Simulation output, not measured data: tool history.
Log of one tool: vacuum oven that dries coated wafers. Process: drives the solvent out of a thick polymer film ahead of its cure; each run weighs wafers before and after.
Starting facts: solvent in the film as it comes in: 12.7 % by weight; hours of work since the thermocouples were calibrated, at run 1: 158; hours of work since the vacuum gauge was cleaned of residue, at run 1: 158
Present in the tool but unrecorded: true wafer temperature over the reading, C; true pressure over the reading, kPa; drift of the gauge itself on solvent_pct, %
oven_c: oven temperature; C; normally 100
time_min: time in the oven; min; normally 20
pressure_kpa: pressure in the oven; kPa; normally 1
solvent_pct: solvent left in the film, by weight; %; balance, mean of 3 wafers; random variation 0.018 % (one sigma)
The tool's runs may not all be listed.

run   hour  oven_c  time_min  pressure_kpa  hours of work since the thermocouples were calibrated  hours of work since the vacuum gauge was cleaned of residue  solvent_pct
  1      0     100        20             1                                                    158                                                          158         1.68
  2   16.9     100        20             1                                                    169                                                          169         1.67
  3   31.3     100        20             1                                                    178                                                          178         1.64
  4   56.1     100        20             1                                                    194                                                          194         1.66
  5   74.5     114        20             1                                                    206                                                          206         0.39
  6   90.6     114        20          1.04                                                    216                                                          216         0.42
  7  112.7     100        20             1                                                    230                                                          230         1.67
  8  138.4     100        20             1                                                    247                                                          247         1.67
  9  165.3     100        20             1                                                    264                                                          264         1.63
 10  187.7     100        20             1                                                    278                                                          278         1.69
 11  205.6     100        20             1                                                    289                                                          289         1.68
 12  225.3     100        20             1                                                    302                                                          302         1.66
 13  254.2     100        20             1                                                    320                                                          320         1.65
 14  269.4     100        20             1                                                    330                                                          330         1.63
 15  282.8     100        20             1                                                    338                                                          338         1.67
     285.5  -- vacuum gauge cleaned of residue and calibrated
 16  305.7     100        20             1                                                    352                                                           13         1.67
 17  330.4     101        20             1                                                    368                                                           29         1.49
 18  352.1     101        20             1                                                    382                                                           42         1.53
 19  368.8     101        20             1                                                    392                                                           53         1.54
 20  381.5     100        20             1                                                    400                                                           61         1.67
 21  400.1     100        20             1                                                    412                                                           73         1.66
 22    416     100        20             1                                                    422                                                           83         1.65
 23  439.3     100        20             1                                                    437                                                           98         1.66
     455.9  -- vacuum gauge cleaned of residue and calibrated, once more
 24  457.3     100        20          1.84                                                    448                                                            1         1.95
 25  469.3     100        20          1.84                                                    455                                                            9         1.92
 26  491.5     100        20          1.84                                                    469                                                           23         1.95
 27  508.6     100        14             1                                                    480                                                           34         2.65
 28  526.4     110        11          3.59                                                    492                                                           45         2.42
 29    544     110        11          3.59                                                    503                                                           56         2.39
 30  556.8     109        12           3.5                                                    511                                                           64          2.3
 31  571.1     109        12           3.5                                                    520                                                           73          2.3
 32  583.2     108        26             1                                                    528                                                           81         0.49
 33  606.4     108        19          1.32                                                    543                                                           96         0.88
 34  628.5     100        12          1.54                                                    557                                                          110         3.33
 35  653.5     111        22             1                                                    573                                                          126         0.45
 36  676.1     107        34          0.95                                                    587                                                          140         0.39
 37  688.5     107        34          0.95                                                    595                                                          148          0.4
 38  701.9     107        34          0.95                                                    603                                                          157         0.39
 39  726.2     107        34          0.95                                                    619                                                          172         0.39
 40  750.8     107        34          0.95                                                    635                                                          188         0.41
 41  764.8      96        20          1.31                                                    643                                                          197         2.38
 42  785.1     110        14          0.78                                                    656                                                          210         1.02
 43  813.8     102        20          2.16                                                    675                                                          228         1.79
 44  829.7     102        20          2.16                                                    685                                                          238         1.81
 45  841.6     102        20          2.16                                                    692                                                          246         1.75
 46    857     104        17          2.13                                                    702                                                          255         1.81

Below, some changes in solvent_pct between adjacent runs. For each, the amount present without the hidden state too (settings, incoming material, random variation) and the amount remaining for the hidden state with gauge scatter not shared by both compared results:
Run 4 -> 5: oven_c 100 -> 114. solvent_pct -1.27 %: hidden state -0.08, all else -1.19.
Run 6 -> 7: oven_c 114 -> 100, pressure_kpa 1.04 -> 1. solvent_pct +1.25 %: hidden state +0.07, all else +1.18.
Run 23 -> 24: pressure_kpa 1 -> 1.84, vacuum gauge cleaned of residue and calibrated, once more. solvent_pct +0.29 %: hidden state -0.04, all else +0.33.
Run 33 -> 34: oven_c 108 -> 100, time_min 19 -> 12, pressure_kpa 1.32 -> 1.54. solvent_pct +2.45 %: hidden state +0.02, all else +2.43.
Run 34 -> 35: oven_c 100 -> 111, time_min 12 -> 22, pressure_kpa 1.54 -> 1. solvent_pct -2.88 %: hidden state -0.04, all else -2.84.
Run 40 -> 41: oven_c 107 -> 96, time_min 34 -> 20, pressure_kpa 0.95 -> 1.31. solvent_pct +1.97 %: hidden state +0.03, all else +1.94.

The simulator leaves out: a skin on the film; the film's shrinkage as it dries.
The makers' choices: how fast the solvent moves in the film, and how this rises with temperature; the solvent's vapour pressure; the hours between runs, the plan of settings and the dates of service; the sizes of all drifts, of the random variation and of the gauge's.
